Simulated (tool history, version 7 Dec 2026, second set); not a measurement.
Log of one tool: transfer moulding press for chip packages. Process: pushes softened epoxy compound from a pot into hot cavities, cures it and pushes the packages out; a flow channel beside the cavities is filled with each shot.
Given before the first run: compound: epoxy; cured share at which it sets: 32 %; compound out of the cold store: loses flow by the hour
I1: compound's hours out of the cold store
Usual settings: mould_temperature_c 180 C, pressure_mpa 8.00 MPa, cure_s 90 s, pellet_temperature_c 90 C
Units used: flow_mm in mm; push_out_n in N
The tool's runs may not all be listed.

run 1 hour=0.0 | mould_temperature_c=180 pressure_mpa=8.00 cure_s=90 pellet_temperature_c=90 | I1=29.0 | flow_mm=645 push_out_n=663
run 2 hour=11.8 | mould_temperature_c=180 pressure_mpa=8.00 cure_s=90 pellet_temperature_c=90 | I1=25.6 | flow_mm=660 push_out_n=639
run 3 hour=19.1 | mould_temperature_c=180 pressure_mpa=7.48 cure_s=90 pellet_temperature_c=90 | I1=18.8 | flow_mm=663 push_out_n=679
-- hour=27.6 cavities cleaned with cleaning compound and waxed
run 4 hour=29.1 | mould_temperature_c=180 pressure_mpa=7.48 cure_s=90 pellet_temperature_c=90 | I1=27.0 | flow_mm=631 push_out_n=641
run 5 hour=43.6 | mould_temperature_c=180 pressure_mpa=8.00 cure_s=102 pellet_temperature_c=90 | I1=26.8 | flow_mm=652 push_out_n=527
run 6 hour=52.5 | mould_temperature_c=180 pressure_mpa=8.00 cure_s=102 pellet_temperature_c=90 | I1=20.0 | flow_mm=675 push_out_n=527
run 7 hour=63.7 | mould_temperature_c=180 pressure_mpa=8.00 cure_s=102 pellet_temperature_c=90 | I1=14.0 | flow_mm=706 push_out_n=535
run 8 hour=77.7 | mould_temperature_c=180 pressure_mpa=8.00 cure_s=102 pellet_temperature_c=90 | I1=22.4 | flow_mm=673 push_out_n=527
run 9 hour=90.0 | mould_temperature_c=180 pressure_mpa=8.00 cure_s=102 pellet_temperature_c=90 | I1=11.5 | flow_mm=717 push_out_n=535
-- hour=99.8 plunger's sealing rings changed
-- hour=106.2 cavities cleaned with cleaning compound and waxed
run 10 hour=108.3 | mould_temperature_c=180 pressure_mpa=8.00 cure_s=102 pellet_temperature_c=90 | I1=47.2 | flow_mm=586 push_out_n=489
run 11 hour=122.0 | mould_temperature_c=180 pressure_mpa=8.00 cure_s=122 pellet_temperature_c=90 | I1=15.0 | flow_mm=704 push_out_n=454
run 12 hour=130.5 | mould_temperature_c=182 pressure_mpa=8.00 cure_s=90 pellet_temperature_c=91 | I1=18.4 | flow_mm=679 push_out_n=566
run 13 hour=145.4 | mould_temperature_c=186 pressure_mpa=8.00 cure_s=90 pellet_temperature_c=82 | I1=36.3 | flow_mm=605 push_out_n=495
run 14 hour=154.4 | mould_temperature_c=178 pressure_mpa=8.00 cure_s=119 pellet_temperature_c=82 | I1=14.8 | flow_mm=707 push_out_n=480
run 15 hour=163.8 | mould_temperature_c=182 pressure_mpa=8.00 cure_s=97 pellet_temperature_c=87 | I1=34.4 | flow_mm=626 push_out_n=515
run 16 hour=178.6 | mould_temperature_c=182 pressure_mpa=8.59 cure_s=76 pellet_temperature_c=87 | I1=44.1 | flow_mm=607 push_out_n=810

Consider 3 possible next runs. They are alternatives, not a sequence: every one starts from the tool as it was left by run 16. What does each give?
-- hour=181.9 cavities cleaned with cleaning compound and waxed
run A hour=191.1 | mould_temperature_c=180 pressure_mpa=8.59 cure_s=91 pellet_temperature_c=84 | I1=13.5 | flow_mm=? push_out_n=?
-- hour=181.9 cavities cleaned with cleaning compound and waxed
run B hour=191.1 | mould_temperature_c=180 pressure_mpa=8.00 cure_s=71 pellet_temperature_c=90 | I1=41.0 | flow_mm=? push_out_n=?
-- hour=181.9 cavities cleaned with cleaning compound and waxed
run C hour=191.1 | mould_temperature_c=173 pressure_mpa=8.00 cure_s=90 pellet_temperature_c=90 | I1=28.8 | flow_mm=? push_out_n=?

run=A flow_mm=732 push_out_n=669
run=B flow_mm=602 push_out_n=1076
run=C flow_mm=656 push_out_n=1055
What these runs would have given with no unlogged condition in the tool:
run=A flow_mm=732 push_out_n=666
run=B flow_mm=602 push_out_n=1072
run=C flow_mm=657 push_out_n=1051
